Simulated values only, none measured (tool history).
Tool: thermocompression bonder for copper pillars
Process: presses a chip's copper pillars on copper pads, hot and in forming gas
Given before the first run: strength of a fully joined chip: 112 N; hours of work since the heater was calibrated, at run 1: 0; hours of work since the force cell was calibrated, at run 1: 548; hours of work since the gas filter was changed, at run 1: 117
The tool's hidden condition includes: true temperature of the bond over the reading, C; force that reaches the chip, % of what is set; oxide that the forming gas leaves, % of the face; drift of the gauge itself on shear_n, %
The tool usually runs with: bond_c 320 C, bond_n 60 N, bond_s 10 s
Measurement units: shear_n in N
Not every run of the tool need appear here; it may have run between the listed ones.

run,hour,bond_c,bond_n,bond_s,hours of work since the heater was calibrated,hours of work since the force cell was calibrated,hours of work since the gas filter was changed,shear_n
1,0.0,320,60,10,0,548,117,46.2
2,40.0,320,60,10,30,578,147,46.4
3,71.1,320,60,10,54,602,170,45.6
4,87.5,320,60,10,66,614,183,45.3
5,113.8,320,60,13,86,634,203,49.1
6,147.0,320,60,13,111,659,228,48.3
7,172.0,323,60,13,130,678,246,50.7
8,200.9,323,60,13,151,700,268,50.4
# hour 205.5: forming gas filter changed
9,238.2,323,60,13,179,727,25,52.8
10,259.0,323,60,13,195,743,40,52.1
11,284.2,323,60,13,214,762,59,52.1
12,307.8,323,60,13,232,780,77,50.9
13,333.3,323,60,13,251,799,96,50.8
14,357.5,323,60,27,269,817,115,65.1
15,393.9,323,60,27,296,845,142,64.2
16,413.1,323,60,27,311,859,156,62.9
17,441.9,316,62,9,333,881,178,41.4
18,466.1,316,62,9,351,899,196,40.6

Forecast run 19:
19,492.3,316,62,9,371,919,216,?

shear_n: 39.8 N
With the hidden condition absent and the run-to-run variation left alone, this run would have shown shear_n 44.3 N.
